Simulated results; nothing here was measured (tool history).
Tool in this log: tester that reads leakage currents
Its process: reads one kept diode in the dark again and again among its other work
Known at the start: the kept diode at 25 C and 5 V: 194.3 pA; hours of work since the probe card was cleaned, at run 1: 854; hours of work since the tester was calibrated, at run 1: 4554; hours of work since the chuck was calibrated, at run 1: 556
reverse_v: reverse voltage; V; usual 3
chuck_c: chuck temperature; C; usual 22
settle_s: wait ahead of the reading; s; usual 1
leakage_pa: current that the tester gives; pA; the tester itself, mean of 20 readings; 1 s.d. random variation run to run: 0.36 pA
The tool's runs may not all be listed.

| run | day | reverse_v | chuck_c | settle_s | hours of work since the probe card was cleaned | hours of work since the tester was calibrated | hours of work since the chuck was calibrated | leakage_pa |
|---|---|---|---|---|---|---|---|---|
| 1 | 0 | 3 | 22 | 1 | 854 | 4554 | 556 | 129.11 |
|  | 2.808 | chuck's temperature calibrated |
| 2 | 3.467 | 3 | 22 | 1 | 916 | 4616 | 12 | 118.09 |
| 3 | 8.333 | 3 | 22 | 2.01 | 1006 | 4706 | 102 | 119.24 |
|  | 8.954 | tester calibrated |
| 4 | 15.929 | 9.3 | 22 | 1 | 1145 | 129 | 240 | 222.51 |
| 5 | 19.45 | 3 | 54 | 1 | 1209 | 194 | 305 | 1098.35 |
| 6 | 23.838 | 3 | 22 | 1 | 1290 | 274 | 386 | 124.81 |
| 7 | 27.279 | 3 | 22 | 1 | 1354 | 338 | 450 | 126.23 |
| 8 | 33.817 | 3 | 22 | 1 | 1474 | 458 | 570 | 128.73 |
|  | 35.629 | chuck's temperature calibrated |
| 9 | 40.988 | 3 | 22 | 1 | 1605 | 589 | 99 | 121.17 |
|  | 42.725 | tester calibrated, once more |
| 10 | 46.867 | 3 | 22 | 1 | 1712 | 76 | 206 | 129.6 |
| 11 | 51.467 | 3 | 22 | 1 | 1797 | 161 | 290 | 131.01 |
| 12 | 55.575 | 3 | 22 | 1 | 1872 | 237 | 366 | 133.04 |
| 13 | 58.725 | 16.42 | 22 | 1 | 1930 | 295 | 424 | 342.36 |
| 14 | 62.021 | 1.41 | 22 | 1 | 1991 | 356 | 485 | 90.66 |
|  | 66.138 | probe card cleaned and baked |
| 15 | 68.125 | 4.97 | 22 | 3.2 | 37 | 466 | 595 | 171.11 |
|  | 68.588 | chuck's temperature calibrated |
| 16 | 72.762 | 5.55 | 32 | 0.32 | 121 | 550 | 77 | 351.92 |
| 17 | 79.033 | 5.55 | 23 | 0.54 | 236 | 665 | 193 | 185.58 |
| 18 | 85.542 | 3 | 39 | 0.9 | 356 | 785 | 313 | 429.79 |
| 19 | 91.933 | 1.1 | 36 | 0.74 | 474 | 903 | 430 | 211.98 |
| 20 | 95.725 | 1.12 | 21 | 0.43 | 544 | 973 | 500 | 72.56 |
|  | 101.158 | chuck's temperature calibrated |
| 21 | 101.296 | 1.27 | 25 | 1 | 645 | 1074 | 3 | 96.63 |

Expected results for the next run?
| 22 | 106.6 | 16.63 | 22 | 0.55 | 743 | 1172 | 100 | ? |

{"run 22": {"leakage_pa": 307.83}}
With no hidden state in the tool, this same run would have given leakage_pa 293.09 pA.

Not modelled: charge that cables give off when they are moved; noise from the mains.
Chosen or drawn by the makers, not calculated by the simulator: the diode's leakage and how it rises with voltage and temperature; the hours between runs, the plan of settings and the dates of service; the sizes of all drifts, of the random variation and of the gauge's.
